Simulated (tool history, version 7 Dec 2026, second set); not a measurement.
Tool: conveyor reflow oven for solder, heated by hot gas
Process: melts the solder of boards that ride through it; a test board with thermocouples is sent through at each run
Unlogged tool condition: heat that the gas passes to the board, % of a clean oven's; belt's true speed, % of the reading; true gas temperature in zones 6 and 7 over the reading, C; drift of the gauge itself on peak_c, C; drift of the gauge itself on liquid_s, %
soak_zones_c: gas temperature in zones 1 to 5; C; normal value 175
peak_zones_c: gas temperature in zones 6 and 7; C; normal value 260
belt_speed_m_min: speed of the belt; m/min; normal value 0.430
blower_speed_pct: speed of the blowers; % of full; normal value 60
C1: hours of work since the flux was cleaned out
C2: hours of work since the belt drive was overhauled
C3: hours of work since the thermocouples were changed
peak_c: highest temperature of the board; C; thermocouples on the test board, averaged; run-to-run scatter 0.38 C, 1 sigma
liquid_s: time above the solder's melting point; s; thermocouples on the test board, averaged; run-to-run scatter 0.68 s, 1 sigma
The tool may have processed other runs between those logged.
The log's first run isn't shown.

run 2 day=0.517 | soak_zones_c=175 peak_zones_c=260 belt_speed_m_min=0.430 blower_speed_pct=60 | C1=78 C2=101 C3=783 | peak_c=247.2 liquid_s=79.3
run 3 day=1.529 | soak_zones_c=175 peak_zones_c=260 belt_speed_m_min=0.491 blower_speed_pct=60 | C1=90 C2=113 C3=795 | peak_c=243.2 liquid_s=62.3
run 4 day=2.008 | soak_zones_c=178 peak_zones_c=260 belt_speed_m_min=0.430 blower_speed_pct=60 | C1=95 C2=119 C3=801 | peak_c=247.9 liquid_s=81.3
run 5 day=3.188 | soak_zones_c=175 peak_zones_c=260 belt_speed_m_min=0.430 blower_speed_pct=58 | C1=109 C2=133 C3=815 | peak_c=245.9 liquid_s=78.3
run 6 day=3.888 | soak_zones_c=175 peak_zones_c=260 belt_speed_m_min=0.430 blower_speed_pct=58 | C1=117 C2=141 C3=823 | peak_c=247.1 liquid_s=78.0
run 7 day=4.408 | soak_zones_c=175 peak_zones_c=260 belt_speed_m_min=0.430 blower_speed_pct=58 | C1=123 C2=147 C3=829 | peak_c=247.7 liquid_s=78.1
run 8 day=5.588 | soak_zones_c=175 peak_zones_c=260 belt_speed_m_min=0.430 blower_speed_pct=65 | C1=137 C2=161 C3=843 | peak_c=248.6 liquid_s=80.6
run 9 day=6.217 | soak_zones_c=175 peak_zones_c=260 belt_speed_m_min=0.430 blower_speed_pct=65 | C1=144 C2=168 C3=850 | peak_c=248.7 liquid_s=82.0
run 10 day=6.938 | soak_zones_c=175 peak_zones_c=260 belt_speed_m_min=0.430 blower_speed_pct=65 | C1=153 C2=176 C3=858 | peak_c=248.5 liquid_s=81.5
run 11 day=7.667 | soak_zones_c=175 peak_zones_c=250 belt_speed_m_min=0.430 blower_speed_pct=65 | C1=161 C2=185 C3=867 | peak_c=239.3 liquid_s=70.7
run 12 day=8.450 | soak_zones_c=175 peak_zones_c=250 belt_speed_m_min=0.430 blower_speed_pct=65 | C1=170 C2=194 C3=876 | peak_c=240.6 liquid_s=68.3
run 13 day=9.058 | soak_zones_c=175 peak_zones_c=250 belt_speed_m_min=0.430 blower_speed_pct=65 | C1=178 C2=201 C3=883 | peak_c=239.9 liquid_s=70.3
run 14 day=9.638 | soak_zones_c=175 peak_zones_c=250 belt_speed_m_min=0.430 blower_speed_pct=65 | C1=184 C2=208 C3=890 | peak_c=239.6 liquid_s=71.1
run 15 day=10.500 | soak_zones_c=175 peak_zones_c=250 belt_speed_m_min=0.430 blower_speed_pct=65 | C1=194 C2=218 C3=900 | peak_c=239.9 liquid_s=70.5
run 16 day=11.533 | soak_zones_c=175 peak_zones_c=260 belt_speed_m_min=0.430 blower_speed_pct=76 | C1=207 C2=230 C3=912 | peak_c=251.2 liquid_s=85.5
run 17 day=12.321 | soak_zones_c=175 peak_zones_c=274 belt_speed_m_min=0.384 blower_speed_pct=76 | C1=216 C2=239 C3=921 | peak_c=266.6 liquid_s=108.6
-- day=12.704 flux residue cleaned out of gas plates and filters
run 18 day=13.033 | soak_zones_c=187 peak_zones_c=271 belt_speed_m_min=0.384 blower_speed_pct=71 | C1=4 C2=245 C3=927 | peak_c=265.5 liquid_s=115.2
run 19 day=13.575 | soak_zones_c=187 peak_zones_c=271 belt_speed_m_min=0.384 blower_speed_pct=71 | C1=10 C2=251 C3=933 | peak_c=265.0 liquid_s=114.3
run 20 day=14.483 | soak_zones_c=175 peak_zones_c=258 belt_speed_m_min=0.421 blower_speed_pct=60 | C1=21 C2=262 C3=944 | peak_c=247.3 liquid_s=81.9
run 21 day=15.196 | soak_zones_c=175 peak_zones_c=260 belt_speed_m_min=0.439 blower_speed_pct=81 | C1=29 C2=270 C3=952 | peak_c=251.8 liquid_s=85.2
run 22 day=16.362 | soak_zones_c=175 peak_zones_c=260 belt_speed_m_min=0.439 blower_speed_pct=87 | C1=43 C2=284 C3=966 | peak_c=253.2 liquid_s=85.5
run 23 day=17.175 | soak_zones_c=175 peak_zones_c=260 belt_speed_m_min=0.439 blower_speed_pct=87 | C1=52 C2=293 C3=975 | peak_c=252.6 liquid_s=85.8

Run 24, settings as shown, results not yet in. Your forecast:
run 24 day=18.242 | soak_zones_c=175 peak_zones_c=260 belt_speed_m_min=0.439 blower_speed_pct=87 | C1=65 C2=306 C3=988 | peak_c=? liquid_s=?

Run 24 produced peak_c 253.1 C, liquid_s 86.1 s.
On a tool with no hidden condition, and with the same random variation, this run would have come out at peak_c 250.5 C, liquid_s 83.1 s.
